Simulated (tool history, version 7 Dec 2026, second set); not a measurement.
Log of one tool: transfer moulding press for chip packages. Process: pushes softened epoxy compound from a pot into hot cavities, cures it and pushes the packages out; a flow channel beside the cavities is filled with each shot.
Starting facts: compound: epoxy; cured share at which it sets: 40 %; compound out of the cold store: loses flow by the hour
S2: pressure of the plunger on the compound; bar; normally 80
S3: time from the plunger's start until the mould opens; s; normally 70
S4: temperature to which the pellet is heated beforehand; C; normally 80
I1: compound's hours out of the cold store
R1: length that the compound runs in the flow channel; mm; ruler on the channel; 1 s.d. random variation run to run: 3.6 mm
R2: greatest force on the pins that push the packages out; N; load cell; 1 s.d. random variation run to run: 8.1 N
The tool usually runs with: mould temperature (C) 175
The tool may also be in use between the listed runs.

{"run": 1, "hour": 0.0, "mould temperature (C)": 175, "S2": 80, "S3": 70, "S4": 80, "I1": 21.8, "R1": 868, "R2": 430}
{"run": 2, "hour": 8.1, "mould temperature (C)": 175, "S2": 80, "S3": 70, "S4": 80, "I1": 47.5, "R1": 779, "R2": 391}
{"run": 3, "hour": 12.8, "mould temperature (C)": 175, "S2": 80, "S3": 70, "S4": 88, "I1": 12.4, "R1": 909, "R2": 463}
{"run": 4, "hour": 22.5, "mould temperature (C)": 175, "S2": 80, "S3": 64, "S4": 88, "I1": 40.5, "R1": 800, "R2": 527}
{"run": 5, "hour": 29.6, "mould temperature (C)": 175, "S2": 80, "S3": 70, "S4": 80, "I1": 38.2, "R1": 807, "R2": 445}
{"run": 6, "hour": 38.4, "mould temperature (C)": 175, "S2": 80, "S3": 70, "S4": 80, "I1": 22.5, "R1": 863, "R2": 470}
{"hour": 44.4, "done": "cavities cleaned with cleaning compound and waxed"}
{"run": 7, "hour": 46.5, "mould temperature (C)": 175, "S2": 80, "S3": 70, "S4": 80, "I1": 46.8, "R1": 781, "R2": 309}
{"run": 8, "hour": 52.6, "mould temperature (C)": 175, "S2": 80, "S3": 70, "S4": 80, "I1": 37.6, "R1": 808, "R2": 347}
{"run": 9, "hour": 61.0, "mould temperature (C)": 175, "S2": 80, "S3": 70, "S4": 80, "I1": 27.3, "R1": 839, "R2": 363}
{"run": 10, "hour": 67.4, "mould temperature (C)": 175, "S2": 80, "S3": 70, "S4": 80, "I1": 10, "R1": 912, "R2": 423}
{"run": 11, "hour": 72.2, "mould temperature (C)": 175, "S2": 80, "S3": 70, "S4": 80, "I1": 45.7, "R1": 781, "R2": 363}
{"run": 12, "hour": 77.3, "mould temperature (C)": 175, "S2": 80, "S3": 70, "S4": 80, "I1": 9.6, "R1": 907, "R2": 432}
{"run": 13, "hour": 86.5, "mould temperature (C)": 175, "S2": 80, "S3": 77, "S4": 75, "I1": 20.2, "R1": 870, "R2": 347}
{"run": 14, "hour": 93.9, "mould temperature (C)": 175, "S2": 67.5, "S3": 66, "S4": 83, "I1": 27.2, "R1": 768, "R2": 492}
{"run": 15, "hour": 101.0, "mould temperature (C)": 175, "S2": 98.1, "S3": 66, "S4": 72, "I1": 39.2, "R1": 891, "R2": 518}
{"run": 16, "hour": 106.9, "mould temperature (C)": 175, "S2": 80, "S3": 108, "S4": 79, "I1": 32.2, "R1": 817, "R2": 245}
{"run": 17, "hour": 115.2, "mould temperature (C)": 175, "S2": 80, "S3": 108, "S4": 79, "I1": 20.2, "R1": 870, "R2": 259}
{"run": 18, "hour": 123.3, "mould temperature (C)": 169, "S2": 87.8, "S3": 55, "S4": 78, "I1": 9.1, "R1": 971, "R2": 1222}

Forecast each of these 3 alternatives for the next run:
{"hour": 132.7, "done": "cavities cleaned with cleaning compound and waxed"}
{"run": "A", "hour": 134.8, "mould temperature (C)": 182, "S2": 87.8, "S3": 55, "S4": 78, "I1": 9.7, "R1": "?", "R2": "?"}
{"hour": 132.7, "done": "cavities cleaned with cleaning compound and waxed"}
{"run": "B", "hour": 134.8, "mould temperature (C)": 171, "S2": 80, "S3": 70, "S4": 80, "I1": 21.8, "R1": "?", "R2": "?"}
{"hour": 132.7, "done": "cavities cleaned with cleaning compound and waxed"}
{"run": "C", "hour": 134.8, "mould temperature (C)": 175, "S2": 60.2, "S3": 94, "S4": 87, "I1": 16, "R1": "?", "R2": "?"}

run=A R1=924 R2=425
run=B R1=872 R2=468
run=C R1=760 R2=203
With no hidden state in the tool, these same runs would have given:
run=A R1=959 R2=423
run=B R1=905 R2=465
run=C R1=789 R2=200

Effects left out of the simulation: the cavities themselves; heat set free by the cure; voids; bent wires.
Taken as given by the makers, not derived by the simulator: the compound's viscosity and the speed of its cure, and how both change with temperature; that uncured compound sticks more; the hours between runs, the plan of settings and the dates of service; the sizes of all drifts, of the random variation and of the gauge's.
